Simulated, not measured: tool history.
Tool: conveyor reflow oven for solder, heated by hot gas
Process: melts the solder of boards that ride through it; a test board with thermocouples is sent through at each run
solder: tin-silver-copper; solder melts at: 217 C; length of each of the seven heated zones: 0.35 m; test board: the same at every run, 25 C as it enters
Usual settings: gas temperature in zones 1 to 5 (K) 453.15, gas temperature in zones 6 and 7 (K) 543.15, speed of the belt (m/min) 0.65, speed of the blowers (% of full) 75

run	hour	gas temperature in zones 1 to 5 (K)	gas temperature in zones 6 and 7 (K)	speed of the belt (m/min)	speed of the blowers (% of full)	highest temperature of the board (K)	time above the solder's melting point (s)
1	0	453.15	543.15	0.65	75	527.65	51.4
2	14.4	453.15	543.15	0.65	75	527.95	51.3
3	30.9	453.15	543.15	0.65	75	527.55	51.2
4	44.5	453.15	543.15	0.65	75	528.15	51.2
5	59.2	453.15	543.15	0.727	75	523.65	42.7
6	74.2	453.15	543.15	0.727	75	523.45	43.1
7	85.5	453.15	543.15	0.727	75	523.75	43
8	96.6	467.15	543.15	0.65	75	530.25	57.7
9	110.9	467.15	543.15	0.65	75	530.15	57.6
10	122.7	467.15	543.15	0.65	75	530.35	57.9
11	135.7	467.15	543.15	0.65	53	522.65	51.4
12	143.1	448.15	543.15	0.65	75	526.85	48.7
13	156.3	448.15	543.15	0.65	75	526.45	48.7
14	167.7	453.15	543.15	0.65	75	527.25	51.1
15	177.4	453.15	543.15	0.65	50	517.45	41.2
16	188	453.15	543.15	0.65	50	516.95	41.2
17	203.9	453.15	543.15	0.738	51	511.45	30.7
18	212.6	453.15	548.15	0.541	83	539.45	69
19	229.6	460.15	547.15	0.578	77	536.05	65.3

Run 20 comes next. What will it give?
20	245.9	449.15	555.15	0.731	64	?	?

highest temperature of the board (K): 526.85
time above the solder's melting point (s): 42.8
Without the tool's hidden state the same run would have given highest temperature of the board (K) 526.75, time above the solder's melting point (s) 42.8.
